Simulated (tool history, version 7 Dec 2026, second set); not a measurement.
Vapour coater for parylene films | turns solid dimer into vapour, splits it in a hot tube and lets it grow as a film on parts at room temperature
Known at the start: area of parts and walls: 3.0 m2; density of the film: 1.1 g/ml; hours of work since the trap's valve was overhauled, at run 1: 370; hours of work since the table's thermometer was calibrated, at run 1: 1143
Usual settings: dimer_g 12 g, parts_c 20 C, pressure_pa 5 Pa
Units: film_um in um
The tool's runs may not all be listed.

run    hour  dimer_g  parts_c  pressure_pa  hours of work since the trap's valve was overhauled  hours of work since the table's thermometer was calibrated  film_um
  1       0       12       20            5                                                  370                                                        1143     1.65
  2    47.1       12       20            5                                                  411                                                        1185     1.65
  3   120.9       12       20            5                                                  476                                                        1250     1.59
      134.8  -- trap's valve overhauled
  4   165.1       12       20            5                                                   27                                                        1285     1.54
  5   205.3       12       20         2.23                                                   62                                                        1321     1.78
  6   271.8       12       20         2.23                                                  121                                                        1379     1.77
  7   307.1       12       20         2.23                                                  152                                                        1410     1.75
  8   349.1       12       20            5                                                  189                                                        1447     1.48
  9   421.6       12       20            5                                                  253                                                        1511     1.47
 10   494.6       12       20        10.15                                                  317                                                        1575     1.25
 11   536.7       12       20            5                                                  354                                                        1612     1.43
      565.1  -- trap's valve overhauled, once more
 12   580.1       12       20            5                                                   13                                                        1647     1.76
 13   637.1       12       20            5                                                   63                                                        1697     1.77
 14   706.8       12       20            5                                                  125                                                        1759     1.72
      731.7  -- table's thermometer calibrated
 15   749.5       12       20            5                                                  162                                                          16     1.75
 16   791.6       12       22            5                                                  199                                                          53     1.65
 17   835.1       12       22            5                                                  237                                                          91     1.59
 18   876.8       12       20            5                                                  274                                                         128     1.68
 19   930.4       12       20            5                                                  321                                                         175     1.65
 20  1001.8       12       20            5                                                  384                                                         238     1.68
 21  1055.8       12       20            5                                                  431                                                         285     1.64
 22  1096.3        7       20            5                                                  467                                                         321     0.92
     1119.5  -- trap's valve overhauled
 23  1164.6        7       20            5                                                   40                                                         378     1.01
 24  1213.7        7       20            5                                                   83                                                         421     1.03
 25  1245.3        7       20            5                                                  111                                                         449     1.02
 26  1299.7        5       29            5                                                  159                                                         497     0.57
 27  1354.9       11       13          8.8                                                  207                                                         545     1.67
 28  1398.6       19       13         9.51                                                  246                                                         584     2.79
 29  1437.4       12       20         3.41                                                  280                                                         618     1.84
 30  1507.7       12       20         3.51                                                  342                                                         680     1.81
 31  1566.1       17       31         8.38                                                  393                                                         731     1.56
 32  1609.6       17       31         8.38                                                  432                                                         770     1.55
 33  1647.4       14       29          2.9                                                  465                                                         803     1.67
     1669.5  -- trap's valve overhauled
 34  1705.8        9       22            5                                                   32                                                         851     1.25
 35  1757.1       13       21            5                                                   77                                                         896     1.82
 36  1808.9        8       12         6.66                                                  123                                                         942     1.35
 37  1857.6        8       12         6.66                                                  166                                                         984     1.34
 38  1895.6        8       12         2.07                                                  199                                                        1018     1.65
 39    1971        8       26        10.93                                                  266                                                        1084      0.8
 40    2008        8       26        10.93                                                  298                                                        1117     0.81
 41  2042.3        8       26         2.76                                                  328                                                        1147     1.05
 42  2083.2        8       26         2.76                                                  364                                                        1183     1.04
 43  2146.9        8       20            5                                                  420                                                        1239     1.07
 44  2206.6        8       20            5                                                  473                                                        1292     1.09
     2221.4  -- trap's valve overhauled
 45    2255       12       22            5                                                   30                                                        1331     1.59
 46    2326       12       22            5                                                   92                                                        1393     1.63
 47  2399.3        7       16         7.89                                                  157                                                        1458        1

Hidden state or all else? Some run-to-run changes of film_um, split into what the settings, what came in and random variation would give without the hidden state, and what is left for the hidden state (with any gauge scatter that isn't in both results):
The hidden state here: vapour lost through the trap's worn valve, %; true temperature of the parts over the reading, C; drift of the gauge itself on film_um, %.
Run 3 -> 4: trap's valve overhauled. film_um -0.05 um: hidden state -0.1, all else +0.05.
Run 11 -> 12: trap's valve overhauled, once more. film_um +0.33 um: hidden state +0.31, all else +0.02.
Run 26 -> 27: dimer_g 5 -> 11, parts_c 29 -> 13, pressure_pa 5 -> 8.8. film_um +1.1 um: hidden state -0.06, all else +1.16.
Run 27 -> 28: dimer_g 11 -> 19, pressure_pa 8.8 -> 9.51. film_um +1.12 um: hidden state -0.08, all else +1.2.
Run 28 -> 29: dimer_g 19 -> 12, parts_c 13 -> 20, pressure_pa 9.51 -> 3.41. film_um -0.95 um: hidden state +0.05, all else -1.
Run 33 -> 34: dimer_g 14 -> 9, parts_c 29 -> 22, pressure_pa 2.9 -> 5, trap's valve overhauled. film_um -0.42 um: hidden state +0.15, all else -0.57.
